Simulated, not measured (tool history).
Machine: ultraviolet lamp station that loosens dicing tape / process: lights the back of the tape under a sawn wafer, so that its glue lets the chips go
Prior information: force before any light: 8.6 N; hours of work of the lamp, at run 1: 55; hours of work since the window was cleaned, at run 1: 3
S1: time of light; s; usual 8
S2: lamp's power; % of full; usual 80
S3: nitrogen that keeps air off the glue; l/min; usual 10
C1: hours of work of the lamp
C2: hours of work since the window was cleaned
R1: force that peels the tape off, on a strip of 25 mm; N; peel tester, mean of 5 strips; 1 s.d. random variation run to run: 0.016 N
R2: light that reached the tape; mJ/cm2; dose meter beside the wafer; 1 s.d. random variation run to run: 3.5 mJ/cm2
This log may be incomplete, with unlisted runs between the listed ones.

run   hour  S1  S2  S3   C1   C2     R1    R2
  1    0.0   8  80  10   55    3  0.816   566
  2   10.4   8  80  10   61    9  0.820   562
  3   30.8   8  80  10   74   22  0.836   557
  4   47.9   8  80  10   85   33  0.866   559
  5   63.1   8  80  10   94   42  0.829   556
  6   72.0  10  80  10  100   48  0.528   694
  7   87.1  10  80  10  109   57  0.532   698
  8  103.6  10  80  10  119   68  0.518   697
  9  113.4  10  80  10  126   74  0.546   692
 10  125.6  10  80  10  133   81  0.517   688
 11  142.3  10  80  10  144   92  0.528   691
 12  162.9   8  74  10  156  105  0.995   513
 13  177.5   8  74  10  166  114  1.000   512
 14  187.1   8  74  10  172  120  1.029   503
 15  204.8   8  74  10  183  131  1.065   510
 16  218.7   8  80  10  191  139  0.900   545
 17  229.2   8  80  10  198  146  0.928   549
 18  244.1   8  80   4  207  155  1.769   545
 19  263.2   8  80  10  219  167  0.933   534
 20  281.2   8  80  10  230  178  0.939   547
 21  298.0   8  80  12  241  189  0.805   540
     300.2  -- window cleaned of glue's vapour
 22  315.2   8  80  10  251    9  0.914   539
 23  326.2   6  69  17  258   16  1.480   343
 24  337.7   4  89  18  265   23  1.888   290
 25  348.8  12  76  10  272   30  0.449   760
 26  369.6   9  76   7  285   43  1.099   562
 27  386.3   9  76   7  296   54  1.105   563
 28  396.4  16  77  10  302   60  0.233  1017
     406.6  -- window cleaned of glue's vapour, once more
 29  409.7   8  80  10  310    2  0.913   543
 30  430.3   8  90  10  323   15  0.696   609
 31  443.3   8  90  10  331   23  0.718   610
 32  454.7   6  93  10  338   30  1.226   470
 33  472.8   6  93  10  349   41  1.174   475
 34  492.6  10  78  10  362   54  0.622   657
 35  504.7   9  80  10  369   61  0.737   606
 36  523.1  11  80   8  381   73  0.546   736
 37  537.5  13  80   3  390   82  0.928   863
 38  549.2  13  80   3  397   89  0.887   870
 39  560.8   7  74  17  404   96  1.035   430
 40  572.5   6  73  10  412  104  1.907   365
 41  588.0   6  75  10  421  113  1.798   379
 42  606.9   6  75  10  433  125  1.774   370
 43  621.1  10  95   9  442  134  0.440   778
 44  630.4   8  72   7  448  140  1.507   476

The same runs without the tool's hidden state, with the same run-to-run variation:
Hidden state at play: lamp's light, % of a new lamp's; light that the window lets through, % of a clean one's; drift of the gauge itself on peel_n, %; drift of the gauge itself on dose_mj_cm2, %.
run     R1    R2
  1  0.763   584
  2  0.765   581
  3  0.775   577
  4  0.799   581
  5  0.761   579
  6  0.481   724
  7  0.481   730
  8  0.467   731
  9  0.490   726
 10  0.460   724
 11  0.468   729
 12  0.890   543
 13  0.890   543
 14  0.914   534
 15  0.941   543
 16  0.787   582
 17  0.808   587
 18  1.587   584
 19  0.805   573
 20  0.805   589
 21  0.684   583
 22  0.761   589
 23  1.266   376
 24  1.639   319
 25  0.365   835
 26  0.906   619
 27  0.908   623
 28  0.197  1125
 29  0.795   580
 30  0.597   653
 31  0.613   655
 32  1.068   506
 33  1.017   513
 34  0.523   711
 35  0.617   657
 36  0.451   800
 37  0.778   941
 38  0.741   949
 39  0.865   470
 40  1.655   400
 41  1.550   416
 42  1.521   408
 43  0.352   859
 44  1.268   526
